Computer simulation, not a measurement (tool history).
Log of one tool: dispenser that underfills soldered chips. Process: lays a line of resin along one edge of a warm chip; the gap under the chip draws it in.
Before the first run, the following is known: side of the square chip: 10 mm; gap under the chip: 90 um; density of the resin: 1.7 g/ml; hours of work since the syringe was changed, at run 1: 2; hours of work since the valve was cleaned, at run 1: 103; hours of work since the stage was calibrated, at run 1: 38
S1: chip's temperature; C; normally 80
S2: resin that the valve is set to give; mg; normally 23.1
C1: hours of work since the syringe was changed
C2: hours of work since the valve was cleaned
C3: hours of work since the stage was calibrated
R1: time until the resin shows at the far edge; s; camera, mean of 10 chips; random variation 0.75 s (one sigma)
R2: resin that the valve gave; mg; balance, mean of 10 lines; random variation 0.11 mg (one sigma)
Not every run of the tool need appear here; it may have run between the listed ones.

| run | day | S1 | S2 | C1 | C2 | C3 | R1 | R2 |
|---|---|---|---|---|---|---|---|---|
| 1 | 0.000 | 80 | 23.1 | 2 | 103 | 38 | 77.2 | 21.49 |
| 2 | 0.188 | 80 | 23.1 | 4 | 106 | 41 | 89.3 | 21.26 |
|  | 0.262 | new syringe of resin |
| 3 | 0.350 | 80 | 21.2 | 1 | 108 | 43 | 76.2 | 19.44 |
| 4 | 0.583 | 80 | 21.2 | 5 | 111 | 47 | 90.3 | 19.41 |
|  | 0.625 | new syringe of resin |
| 5 | 0.775 | 80 | 23.1 | 2 | 114 | 50 | 77.2 | 21.12 |
|  | 0.983 | new syringe of resin |
| 6 | 1.108 | 80 | 23.1 | 2 | 119 | 54 | 77.2 | 20.99 |
|  | 1.342 | new syringe of resin |
| 7 | 1.417 | 80 | 23.1 | 1 | 123 | 59 | 75.8 | 21.10 |
|  | 1.700 | new syringe of resin |
|  | 1.742 | dispensing valve cleaned and set on the balance |
| 8 | 1.742 | 80 | 29.1 | 0 | 0 | 63 | 68.5 | 29.08 |
| 9 | 2.033 | 80 | 29.1 | 4 | 4 | 67 | 83.5 | 29.13 |
|  | 2.108 | new syringe of resin |
| 10 | 2.308 | 80 | 29.1 | 3 | 8 | 71 | 78.7 | 28.81 |
|  | 2.479 | new syringe of resin |
| 11 | 2.521 | 76 | 21.8 | 1 | 11 | 74 | 85.1 | 21.42 |
| 12 | 2.754 | 76 | 21.8 | 4 | 15 | 78 | 103.8 | 21.56 |
|  | 2.833 | new syringe of resin |
| 13 | 3.058 | 90 | 29.5 | 3 | 19 | 82 | 54.1 | 29.06 |
|  | 3.196 | new syringe of resin |
| 14 | 3.242 | 76 | 27.9 | 1 | 22 | 84 | 84.2 | 27.30 |
|  | 3.571 | new syringe of resin |
| 15 | 3.571 | 91 | 23.6 | 0 | 26 | 89 | 44.4 | 23.10 |
| 16 | 3.879 | 91 | 23.6 | 5 | 31 | 94 | 55.4 | 22.93 |
|  | 3.933 | new syringe of resin |
| 17 | 4.083 | 91 | 23.6 | 2 | 34 | 97 | 48.0 | 22.86 |
| 18 | 4.238 | 89 | 24.0 | 5 | 36 | 99 | 61.1 | 23.10 |
|  | 4.288 | new syringe of resin |
| 19 | 4.492 | 66 | 21.4 | 3 | 40 | 103 | 155.3 | 20.64 |
|  | 4.642 | new syringe of resin |
| 20 | 4.775 | 80 | 22.7 | 2 | 44 | 107 | 79.7 | 22.08 |

Forecast each of these 4 alternatives for the next run:
|  | 5.012 | new syringe of resin |
| A | 5.067 | 94 | 23.9 | 1 | 48 | 111 | ? | ? |
|  | 5.012 | new syringe of resin |
| B | 5.067 | 73 | 26.2 | 1 | 48 | 111 | ? | ? |
|  | 5.012 | new syringe of resin |
| C | 5.067 | 67 | 29.2 | 1 | 48 | 111 | ? | ? |
|  | 5.012 | new syringe of resin |
| D | 5.067 | 68 | 23.5 | 1 | 48 | 111 | ? | ? |

| run | R1 | R2 |
|---|---|---|
| A | 41.4 | 22.98 |
| B | 97.1 | 25.42 |
| C | 126.5 | 28.08 |
| D | 124.3 | 22.56 |
Take away the tool's hidden state, keep each run's random variation, and the runs would have read:
| run | R1 | R2 |
|---|---|---|
| A | 38.9 | 23.92 |
| B | 91.1 | 26.46 |
| C | 118.9 | 29.23 |
| D | 116.3 | 23.49 |
